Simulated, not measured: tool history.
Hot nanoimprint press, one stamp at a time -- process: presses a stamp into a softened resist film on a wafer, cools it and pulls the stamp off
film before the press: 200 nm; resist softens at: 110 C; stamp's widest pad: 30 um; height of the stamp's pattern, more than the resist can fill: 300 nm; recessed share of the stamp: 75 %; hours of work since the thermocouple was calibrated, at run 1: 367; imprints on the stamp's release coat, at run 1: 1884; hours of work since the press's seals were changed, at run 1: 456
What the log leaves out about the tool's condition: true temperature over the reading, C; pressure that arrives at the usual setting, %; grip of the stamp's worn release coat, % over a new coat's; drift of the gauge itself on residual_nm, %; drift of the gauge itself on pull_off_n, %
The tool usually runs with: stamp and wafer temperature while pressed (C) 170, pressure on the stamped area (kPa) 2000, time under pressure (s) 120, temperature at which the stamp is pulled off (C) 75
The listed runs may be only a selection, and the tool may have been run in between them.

run    hour  stamp and wafer temperature while pressed (C)  pressure on the stamped area (kPa)  time under pressure (s)  temperature at which the stamp is pulled off (C)  hours of work since the thermocouple was calibrated  imprints on the stamp's release coat  hours of work since the press's seals were changed  resist left under the stamp's widest pad (angstrom)  greatest force while the stamp is pulled off (N)
  1     0.0                                            170                                2000                      120                                                75                                                  367                                  1884                                                 456                                                 1201                                               180
  2    42.4                                            170                                2000                      120                                                75                                                  398                                  2015                                                 488                                                 1202                                               185
      110.3  -- plate thermocouple calibrated
  3   117.4                                            170                                2000                      120                                                75                                                    5                                  2237                                                 542                                                 1209                                               181
      154.1  -- stamp cleaned and given a new release coat
      169.0  -- press's hydraulic seals changed and the load cell set to zero
  4   192.0                                            162                                2000                      120                                                75                                                   51                                    92                                                  17                                                 1610                                               176
  5   249.1                                            162                                2000                      120                                                75                                                   93                                   268                                                  60                                                 1610                                               179
  6   298.7                                            162                                2000                      120                                                75                                                  130                                   421                                                  97                                                 1607                                               178
  7   354.0                                            162                                2000                      120                                                75                                                  171                                   591                                                 138                                                 1619                                               176
  8   396.7                                            162                                2000                      120                                                75                                                  203                                   723                                                 170                                                 1616                                               175
  9   467.0                                            170                                2000                      183                                                75                                                  256                                   939                                                 222                                                 1057                                               173
 10   535.2                                            170                                2000                      183                                                75                                                  307                                  1149                                                 273                                                 1057                                               180
 11   581.5                                            170                                2000                      183                                                75                                                  341                                  1292                                                 308                                                 1046                                               183
 12   624.0                                            170                                2000                      183                                                75                                                  373                                  1423                                                 340                                                 1047                                               179
 13   654.9                                            161                                2000                      183                                                75                                                  396                                  1518                                                 363                                                 1545                                               179
      723.2  -- plate thermocouple calibrated
 14   727.6                                            161                                2000                      183                                                75                                                    3                                  1733                                                 415                                                 1547                                               177
 15   776.8                                            161                                2000                      183                                                75                                                   40                                  1885                                                 451                                                 1552                                               179
 16   837.8                                            171                                2310                      207                                                68                                                   86                                  2073                                                 497                                                  900                                               208
 17   885.1                                            159                                2650                      237                                                66                                                  121                                  2218                                                 532                                                 1468                                               215
 18   915.8                                            167                                2000                      104                                                70                                                  144                                  2313                                                 555                                                 1416                                               198
      927.0  -- stamp cleaned and given a new release coat
      947.6  -- press's hydraulic seals changed and the load cell set to zero
 19   963.0                                            167                                2000                      240                                                83                                                  169                                    87                                                  12                                                 1126                                               141
 20  1026.0                                            167                                2000                      179                                                64                                                  216                                   281                                                  59                                                 1219                                               227
 21  1067.5                                            170                                2000                      120                                                71                                                  247                                   409                                                  90                                                 1214                                               193
 22  1116.0                                            170                                2000                      120                                                62                                                  283                                   558                                                 126                                                 1211                                               230
 23  1154.3                                            170                                2000                      120                                                62                                                  311                                   676                                                 154                                                 1233                                               228
 24  1192.6                                            170                                2000                      120                                                62                                                  340                                   794                                                 183                                                 1223                                               237
 25  1265.7                                            170                                2680                      120                                                62                                                  395                                  1019                                                 238                                                 1081                                               233
     1335.9  -- plate thermocouple calibrated
 26  1339.5                                            170                                2680                      120                                                62                                                    3                                  1237                                                 290                                                 1085                                               225
 27  1413.0                                            161                                1710                      143                                                81                                                   58                                  1464                                                 345                                                 1703                                               150
 28  1471.5                                            161                                1710                      143                                                81                                                  101                                  1644                                                 389                                                 1696                                               155
 29  1514.8                                            163                                1710                      143                                                64                                                  134                                  1778                                                 421                                                 1602                                               231
 30  1564.7                                            170                                2000                      164                                                75                                                  171                                  1932                                                 458                                                 1113                                               178

Predict each of these 4 candidate next runs independently; none follows another, all start after run 30:
  A  1633.2                                            178                                2000                      164                                                75                                                  222                                  2143                                                 510                                                    ?                                                 ?
  B  1633.2                                            162                                2630                      120                                                71                                                  222                                  2143                                                 510                                                    ?                                                 ?
  C  1633.2                                            170                                1480                      120                                                75                                                  222                                  2143                                                 510                                                    ?                                                 ?
  D  1633.2                                            178                                2980                      120                                                75                                                  222                                  2143                                                 510                                                    ?                                                 ?

run  resist left under the stamp's widest pad (angstrom)  greatest force while the stamp is pulled off (N)
  A                                                  744                                               185
  B                                                 1549                                               192
  C                                                 1363                                               175
  D                                                  701                                               178
Without the tool's unlogged condition, the same runs would have read:
run  resist left under the stamp's widest pad (angstrom)  greatest force while the stamp is pulled off (N)
  A                                                  725                                               183
  B                                                 1510                                               189
  C                                                 1329                                               172
  D                                                  683                                               176
